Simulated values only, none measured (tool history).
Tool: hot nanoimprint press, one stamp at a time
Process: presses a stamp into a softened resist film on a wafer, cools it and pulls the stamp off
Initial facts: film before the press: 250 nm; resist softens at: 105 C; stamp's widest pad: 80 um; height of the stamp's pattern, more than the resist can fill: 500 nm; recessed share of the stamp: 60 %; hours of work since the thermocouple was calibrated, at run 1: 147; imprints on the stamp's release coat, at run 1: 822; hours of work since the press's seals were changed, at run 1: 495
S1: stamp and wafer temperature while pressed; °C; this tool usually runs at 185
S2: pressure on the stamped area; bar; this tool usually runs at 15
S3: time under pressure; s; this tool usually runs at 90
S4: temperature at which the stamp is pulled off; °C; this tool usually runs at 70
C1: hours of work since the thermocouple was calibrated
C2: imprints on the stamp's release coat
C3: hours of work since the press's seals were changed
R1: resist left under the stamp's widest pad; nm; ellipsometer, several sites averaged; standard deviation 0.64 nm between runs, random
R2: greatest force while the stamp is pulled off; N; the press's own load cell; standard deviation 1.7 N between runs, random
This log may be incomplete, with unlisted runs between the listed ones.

run	hour	S1	S2	S3	S4	C1	C2	C3	R1	R2
1	0	185	15	90	70	147	822	495	119	146
# hour 28.5: stamp cleaned and given a new release coat
2	34.6	185	15	90	70	162	15	510	119.4	148
3	59.3	185	15	90	70	174	79	522	119.3	149
4	74.1	185	15	90	70	182	117	530	117.7	145
5	89.4	185	15	90	70	190	156	538	119.3	147
6	113.5	185	15	60	70	202	219	550	136.3	147
7	140.8	185	15	60	70	216	289	564	136.7	149
8	163.7	177	15	90	70	228	348	575	147.4	148
9	194.8	196	15	90	70	244	428	591	90.4	145
10	208.3	196	15	90	70	250	463	598	89.9	147
11	223.3	185	15	90	71	258	501	606	119.8	142
12	236.7	185	16.9	90	71	265	536	613	113.5	145
13	263.8	185	16.9	90	71	279	605	627	114.7	139
# hour 272.4: plate thermocouple calibrated
14	294.7	185	16.9	90	71	11	677	641	114.6	142
15	325.1	185	16.9	90	71	27	755	656	113.7	142
16	345.5	195	16.9	90	71	37	808	667	87.3	143

What will run 17 give?
# hour 378.5: stamp cleaned and given a new release coat
17	379.3	195	16.9	90	71	51	2	681	?	?

{"run 17": {"R1": 87.6, "R2": 143}}
With no hidden state in the tool, this same run would have given R1 86 nm, R2 143 N.
